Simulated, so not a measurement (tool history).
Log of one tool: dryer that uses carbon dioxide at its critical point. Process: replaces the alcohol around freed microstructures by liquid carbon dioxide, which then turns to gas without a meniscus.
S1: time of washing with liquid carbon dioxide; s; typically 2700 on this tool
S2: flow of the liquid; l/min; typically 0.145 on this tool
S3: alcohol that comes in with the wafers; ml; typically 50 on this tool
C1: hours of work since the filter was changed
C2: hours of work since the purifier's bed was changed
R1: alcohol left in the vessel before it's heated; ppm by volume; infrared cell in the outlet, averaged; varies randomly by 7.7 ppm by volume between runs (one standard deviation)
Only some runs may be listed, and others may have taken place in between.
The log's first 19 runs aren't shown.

run 20 hour=776.0 | S1=3360 S2=0.203 S3=77 | C1=160 C2=354 | R1=72
run 21 hour=802.8 | S1=2700 S2=0.195 S3=86 | C1=168 C2=362 | R1=245
run 22 hour=841.8 | S1=2040 S2=0.172 S3=51 | C1=181 C2=374 | R1=937
run 23 hour=877.9 | S1=1920 S2=0.177 S3=91 | C1=192 C2=386 | R1=2003
run 24 hour=913.0 | S1=2100 S2=0.145 S3=37 | C1=203 C2=397 | R1=1197
run 25 hour=956.6 | S1=3540 S2=0.145 S3=102 | C1=216 C2=410 | R1=341
run 26 hour=979.2 | S1=3060 S2=0.145 S3=81 | C1=223 C2=417 | R1=585
run 27 hour=1028.9 | S1=2700 S2=0.107 S3=27 | C1=239 C2=433 | R1=1062
run 28 hour=1070.3 | S1=3720 S2=0.098 S3=45 | C1=252 C2=446 | R1=768
run 29 hour=1116.6 | S1=2700 S2=0.145 S3=113 | C1=266 C2=460 | R1=1475
run 30 hour=1145.0 | S1=2520 S2=0.238 S3=71 | C1=275 C2=469 | R1=160

Branching from run 30: 3 alternative next runs. What would each branch give?
run A hour=1198.1 | S1=2520 S2=0.212 S3=71 | C1=292 C2=485 | R1=?
run B hour=1198.1 | S1=2160 S2=0.237 S3=71 | C1=292 C2=485 | R1=?
run C hour=1198.1 | S1=1920 S2=0.094 S3=86 | C1=292 C2=485 | R1=?

run=A R1=260
run=B R1=326
run=C R1=11806
Take away the tool's hidden state, keep each run's random variation, and the runs would have read:
run=A R1=106
run=B R1=142
run=C R1=9062
